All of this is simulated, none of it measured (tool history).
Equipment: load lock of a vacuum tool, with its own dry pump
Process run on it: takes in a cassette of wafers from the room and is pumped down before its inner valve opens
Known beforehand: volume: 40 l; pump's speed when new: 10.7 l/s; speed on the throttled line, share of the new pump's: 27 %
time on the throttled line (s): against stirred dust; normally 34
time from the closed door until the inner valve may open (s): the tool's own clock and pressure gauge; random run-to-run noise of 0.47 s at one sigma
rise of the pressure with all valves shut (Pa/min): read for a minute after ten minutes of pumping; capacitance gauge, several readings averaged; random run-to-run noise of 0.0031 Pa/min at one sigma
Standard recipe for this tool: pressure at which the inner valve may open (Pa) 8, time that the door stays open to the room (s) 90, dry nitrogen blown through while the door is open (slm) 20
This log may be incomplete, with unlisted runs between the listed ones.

run	hour	time on the throttled line (s)	pressure at which the inner valve may open (Pa)	time that the door stays open to the room (s)	dry nitrogen blown through while the door is open (slm)	incoming humidity of the room's air, %	time from the closed door until the inner valve may open (s)	rise of the pressure with all valves shut (Pa/min)
1	0	34	8	90	20	46.7	61.1	0.088
2	154.3	34	8	90	20	45.4	62.3	0.088
3	275.3	34	8	90	20	44.9	61.2	0.098
4	358.4	34	8	90	20	44.4	60.9	0.096
5	461.8	34	8	50	20	44.3	61.1	0.084
6	584.5	34	8	50	20	45.4	60.7	0.093
7	765.9	34	8	50	20	42.3	60.7	0.094
8	940	34	8	50	20	45.5	60.8	0.102
9	1087	34	9	90	20	47.4	60.9	0.123
10	1170.4	53	7	90	5	44.7	75.5	0.155
11	1288.4	27	8	90	6	43.7	56.5	0.153

Alternative continuations, all from the tool just after run 11; predict every row:
A	1472.5	54	8	90	38	44.6	?	?
B	1472.5	24	8	204	40	45.1	?	?
C	1472.5	27	8	90	19	47.6	?	?

run	time from the closed door until the inner valve may open (s)	rise of the pressure with all valves shut (Pa/min)
A	76	0.124
B	54.9	0.137
C	57.1	0.146
Stripped of hidden state, with their random variation kept, the same runs would have yielded:
run	time from the closed door until the inner valve may open (s)	rise of the pressure with all valves shut (Pa/min)
A	75	0.047
B	53.5	0.061
C	55.7	0.068
